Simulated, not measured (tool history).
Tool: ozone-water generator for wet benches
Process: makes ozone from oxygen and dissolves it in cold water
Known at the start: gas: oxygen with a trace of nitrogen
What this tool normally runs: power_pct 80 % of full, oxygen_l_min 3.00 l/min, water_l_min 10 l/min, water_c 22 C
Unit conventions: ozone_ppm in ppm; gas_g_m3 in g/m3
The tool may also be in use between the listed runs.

run	hour	power_pct	oxygen_l_min	water_l_min	water_c	ozone_ppm	gas_g_m3
1	0.0	80	3.00	10	22	29.0	247.6
2	187.1	80	3.00	10	22	28.9	247.3
3	288.9	80	3.00	10	15	32.3	245.1
4	416.3	80	3.00	10	15	32.6	244.8
5	625.6	80	3.00	10	27	26.5	247.1
6	781.0	93	3.00	10	27	29.5	274.9
7	896.4	93	3.00	10	27	29.3	273.1
8	1038.6	93	3.00	10	27	29.3	270.1
9	1140.5	93	3.00	10	27	29.8	272.4
10	1312.0	93	3.00	10	27	29.5	272.1
11	1522.6	80	3.00	10	22	29.0	245.6
12	1697.9	80	2.15	10	22	26.9	272.9
13	1912.1	80	2.15	10	22	27.4	268.1
14	2118.9	80	2.15	10	22	27.1	268.2
15	2225.3	80	3.00	10	22	29.1	244.8
16	2435.9	80	3.00	10	22	29.2	242.7
# hour 2588.5: water thermometer calibrated
17	2621.0	76	3.00	10	23	27.6	235.0
18	2837.1	76	2.56	10	23	27.0	244.8
19	2956.4	76	2.56	10	23	26.7	244.3
20	3095.3	76	2.56	10	23	26.2	244.2
21	3198.7	80	3.34	7	22	37.2	234.1
22	3302.4	93	3.34	9	22	35.3	260.6
23	3392.7	90	1.88	8	22	34.1	304.7
24	3576.3	99	4.46	12	15	35.2	246.1
25	3680.9	99	4.46	12	15	35.2	247.0
26	3803.6	86	1.89	6	15	45.6	292.0
27	4003.8	51	1.89	6	26	26.5	200.6
# hour 4034.3: gauge calibrated
28	4172.6	51	1.89	6	26	26.0	205.4
29	4344.2	56	3.93	6	22	31.3	176.2
30	4536.4	56	1.99	6	22	30.3	215.5
31	4706.0	77	3.00	15	26	18.2	237.7
32	4810.7	49	4.24	13	29	15.4	153.6

A few steps of gas_g_m3 between consecutive runs. Split each: what settings, incoming material and random variation would produce without the hidden state, and what is left over for the hidden state, along with gauge scatter present in only one of the two compared results (measured, and without hidden state):
Hidden conditions of the tool in this case: yield of the discharge, % of new electrodes'; contactor's efficiency, % of a clean one's; true water temperature over the reading, C; drift of the gauge itself on ozone_ppm, %; drift of the gauge itself on gas_g_m3, %.
Run 23 -> 24: power_pct 90 -> 99, oxygen_l_min 1.88 -> 4.46, water_l_min 8 -> 12, water_c 22 -> 15. gas_g_m3 -58.6 g/m3: hidden state +1.2, all else -59.8.
Run 25 -> 26: power_pct 99 -> 86, oxygen_l_min 4.46 -> 1.89, water_l_min 12 -> 6. gas_g_m3 +45.0 g/m3: hidden state -1.5, all else +46.5.
Run 26 -> 27: power_pct 86 -> 51, water_c 15 -> 26. gas_g_m3 -91.4 g/m3: hidden state +2.3, all else -93.7.
Run 27 -> 28: gauge calibrated. gas_g_m3 +4.8 g/m3: hidden state +5.5, all else -0.7.
Run 31 -> 32: power_pct 77 -> 49, oxygen_l_min 3.00 -> 4.24, water_l_min 15 -> 13, water_c 26 -> 29. gas_g_m3 -84.1 g/m3: hidden state +0.4, all else -84.5.
